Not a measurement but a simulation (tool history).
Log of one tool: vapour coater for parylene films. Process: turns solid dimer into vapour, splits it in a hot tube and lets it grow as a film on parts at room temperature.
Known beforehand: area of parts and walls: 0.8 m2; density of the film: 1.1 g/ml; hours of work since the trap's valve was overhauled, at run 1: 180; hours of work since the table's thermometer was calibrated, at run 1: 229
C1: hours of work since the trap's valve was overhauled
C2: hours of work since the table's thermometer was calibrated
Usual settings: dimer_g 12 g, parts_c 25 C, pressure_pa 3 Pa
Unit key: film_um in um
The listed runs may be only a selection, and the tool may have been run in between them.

{"run": 1, "hour": 0.0, "dimer_g": 12, "parts_c": 25, "pressure_pa": 3, "C1": 180, "C2": 229, "film_um": 8.79}
{"run": 2, "hour": 13.0, "dimer_g": 12, "parts_c": 25, "pressure_pa": 3, "C1": 186, "C2": 235, "film_um": 8.84}
{"run": 3, "hour": 31.4, "dimer_g": 12, "parts_c": 25, "pressure_pa": 5.34, "C1": 194, "C2": 244, "film_um": 7.79}
{"run": 4, "hour": 46.4, "dimer_g": 12, "parts_c": 25, "pressure_pa": 5.34, "C1": 201, "C2": 251, "film_um": 7.79}
{"run": 5, "hour": 67.6, "dimer_g": 12, "parts_c": 25, "pressure_pa": 3, "C1": 211, "C2": 261, "film_um": 8.86}
{"run": 6, "hour": 80.0, "dimer_g": 12, "parts_c": 25, "pressure_pa": 3, "C1": 217, "C2": 266, "film_um": 8.92}
{"run": 7, "hour": 100.5, "dimer_g": 12, "parts_c": 25, "pressure_pa": 3, "C1": 226, "C2": 276, "film_um": 8.83}
{"run": 8, "hour": 114.0, "dimer_g": 12, "parts_c": 25, "pressure_pa": 3, "C1": 233, "C2": 282, "film_um": 8.85}
{"run": 9, "hour": 133.2, "dimer_g": 12, "parts_c": 25, "pressure_pa": 3, "C1": 242, "C2": 291, "film_um": 8.87}
{"run": 10, "hour": 149.5, "dimer_g": 12, "parts_c": 25, "pressure_pa": 3, "C1": 249, "C2": 299, "film_um": 8.81}
{"hour": 160.0, "done": "trap's valve overhauled"}
{"run": 11, "hour": 175.5, "dimer_g": 12, "parts_c": 25, "pressure_pa": 7.03, "C1": 7, "C2": 309, "film_um": 7.34}
{"run": 12, "hour": 200.2, "dimer_g": 12, "parts_c": 25, "pressure_pa": 7.03, "C1": 19, "C2": 320, "film_um": 7.41}
{"run": 13, "hour": 227.5, "dimer_g": 12, "parts_c": 25, "pressure_pa": 7.03, "C1": 31, "C2": 333, "film_um": 7.28}
{"run": 14, "hour": 241.8, "dimer_g": 12, "parts_c": 25, "pressure_pa": 11, "C1": 38, "C2": 340, "film_um": 6.67}
{"run": 15, "hour": 259.5, "dimer_g": 12, "parts_c": 25, "pressure_pa": 11, "C1": 46, "C2": 348, "film_um": 6.53}
{"run": 16, "hour": 272.4, "dimer_g": 8, "parts_c": 25, "pressure_pa": 11, "C1": 52, "C2": 354, "film_um": 4.44}
{"run": 17, "hour": 296.6, "dimer_g": 8, "parts_c": 25, "pressure_pa": 11, "C1": 63, "C2": 365, "film_um": 4.42}
{"run": 18, "hour": 320.1, "dimer_g": 12, "parts_c": 25, "pressure_pa": 3, "C1": 74, "C2": 376, "film_um": 8.64}
{"run": 19, "hour": 337.9, "dimer_g": 12, "parts_c": 25, "pressure_pa": 3, "C1": 82, "C2": 384, "film_um": 8.86}
{"run": 20, "hour": 365.2, "dimer_g": 12, "parts_c": 23, "pressure_pa": 3, "C1": 95, "C2": 397, "film_um": 9.1}
{"run": 21, "hour": 387.5, "dimer_g": 12, "parts_c": 23, "pressure_pa": 3, "C1": 105, "C2": 407, "film_um": 9.11}
{"run": 22, "hour": 403.8, "dimer_g": 12, "parts_c": 25, "pressure_pa": 8.95, "C1": 113, "C2": 415, "film_um": 6.96}
{"run": 23, "hour": 425.7, "dimer_g": 12, "parts_c": 18, "pressure_pa": 3, "C1": 123, "C2": 425, "film_um": 10.04}
{"run": 24, "hour": 438.0, "dimer_g": 21, "parts_c": 31, "pressure_pa": 8.9, "C1": 129, "C2": 430, "film_um": 11.02}
{"run": 25, "hour": 450.5, "dimer_g": 9, "parts_c": 21, "pressure_pa": 3, "C1": 135, "C2": 436, "film_um": 7.08}
{"run": 26, "hour": 471.0, "dimer_g": 7, "parts_c": 25, "pressure_pa": 5.2, "C1": 144, "C2": 446, "film_um": 4.6}
{"run": 27, "hour": 491.2, "dimer_g": 6, "parts_c": 27, "pressure_pa": 2.04, "C1": 153, "C2": 455, "film_um": 4.68}
{"run": 28, "hour": 512.9, "dimer_g": 6, "parts_c": 29, "pressure_pa": 3.49, "C1": 163, "C2": 465, "film_um": 3.98}
{"run": 29, "hour": 531.2, "dimer_g": 6, "parts_c": 29, "pressure_pa": 7.05, "C1": 172, "C2": 474, "film_um": 3.43}
{"run": 30, "hour": 550.2, "dimer_g": 6, "parts_c": 29, "pressure_pa": 7.05, "C1": 181, "C2": 482, "film_um": 3.46}
{"run": 31, "hour": 570.6, "dimer_g": 6, "parts_c": 28, "pressure_pa": 3.88, "C1": 190, "C2": 492, "film_um": 4.02}
{"run": 32, "hour": 596.3, "dimer_g": 19, "parts_c": 18, "pressure_pa": 3.88, "C1": 202, "C2": 504, "film_um": 14.92}
{"run": 33, "hour": 616.7, "dimer_g": 19, "parts_c": 25, "pressure_pa": 8.25, "C1": 212, "C2": 513, "film_um": 11.21}
{"run": 34, "hour": 632.6, "dimer_g": 16, "parts_c": 23, "pressure_pa": 3.37, "C1": 219, "C2": 521, "film_um": 11.82}
{"run": 35, "hour": 645.9, "dimer_g": 16, "parts_c": 23, "pressure_pa": 3.37, "C1": 225, "C2": 527, "film_um": 11.73}
{"run": 36, "hour": 671.4, "dimer_g": 16, "parts_c": 23, "pressure_pa": 3.37, "C1": 237, "C2": 539, "film_um": 11.87}
{"run": 37, "hour": 693.0, "dimer_g": 16, "parts_c": 23, "pressure_pa": 3.37, "C1": 247, "C2": 549, "film_um": 11.93}
{"hour": 708.6, "done": "trap's valve overhauled"}
{"run": 38, "hour": 724.2, "dimer_g": 12, "parts_c": 25, "pressure_pa": 9.29, "C1": 7, "C2": 561, "film_um": 6.96}
{"run": 39, "hour": 739.4, "dimer_g": 12, "parts_c": 25, "pressure_pa": 9.29, "C1": 14, "C2": 568, "film_um": 6.86}
{"run": 40, "hour": 758.4, "dimer_g": 8, "parts_c": 21, "pressure_pa": 9.48, "C1": 23, "C2": 577, "film_um": 4.88}
{"run": 41, "hour": 781.7, "dimer_g": 15, "parts_c": 33, "pressure_pa": 3.06, "C1": 34, "C2": 588, "film_um": 9.66}
{"run": 42, "hour": 798.2, "dimer_g": 15, "parts_c": 33, "pressure_pa": 3.06, "C1": 41, "C2": 595, "film_um": 9.61}
{"run": 43, "hour": 816.7, "dimer_g": 19, "parts_c": 33, "pressure_pa": 3.06, "C1": 50, "C2": 604, "film_um": 12.23}
{"run": 44, "hour": 836.8, "dimer_g": 19, "parts_c": 33, "pressure_pa": 3.06, "C1": 59, "C2": 613, "film_um": 12.28}
{"run": 45, "hour": 861.2, "dimer_g": 6, "parts_c": 20, "pressure_pa": 5.93, "C1": 71, "C2": 625, "film_um": 4.14}
{"run": 46, "hour": 885.1, "dimer_g": 12, "parts_c": 33, "pressure_pa": 11.53, "C1": 82, "C2": 636, "film_um": 5.84}

Consider 5 possible next runs. They are alternatives, not a sequence: every one starts from the tool as it was left by run 46. What does each give?
{"run": "A", "hour": 902.5, "dimer_g": 12, "parts_c": 33, "pressure_pa": 7.09, "C1": 90, "C2": 644, "film_um": "?"}
{"run": "B", "hour": 902.5, "dimer_g": 7, "parts_c": 29, "pressure_pa": 11.53, "C1": 90, "C2": 644, "film_um": "?"}
{"run": "C", "hour": 902.5, "dimer_g": 11, "parts_c": 33, "pressure_pa": 11.53, "C1": 90, "C2": 644, "film_um": "?"}
{"run": "D", "hour": 902.5, "dimer_g": 12, "parts_c": 33, "pressure_pa": 8.28, "C1": 90, "C2": 644, "film_um": "?"}
{"run": "E", "hour": 902.5, "dimer_g": 12, "parts_c": 33, "pressure_pa": 2.51, "C1": 90, "C2": 644, "film_um": "?"}

run=A film_um=6.46
run=B film_um=3.57
run=C film_um=5.33
run=D film_um=6.27
run=E film_um=8.07
The same runs, with their run-to-run variation unchanged, on a tool lacking any hidden condition would have given:
run=A film_um=6.47
run=B film_um=3.57
run=C film_um=5.34
run=D film_um=6.28
run=E film_um=8.08
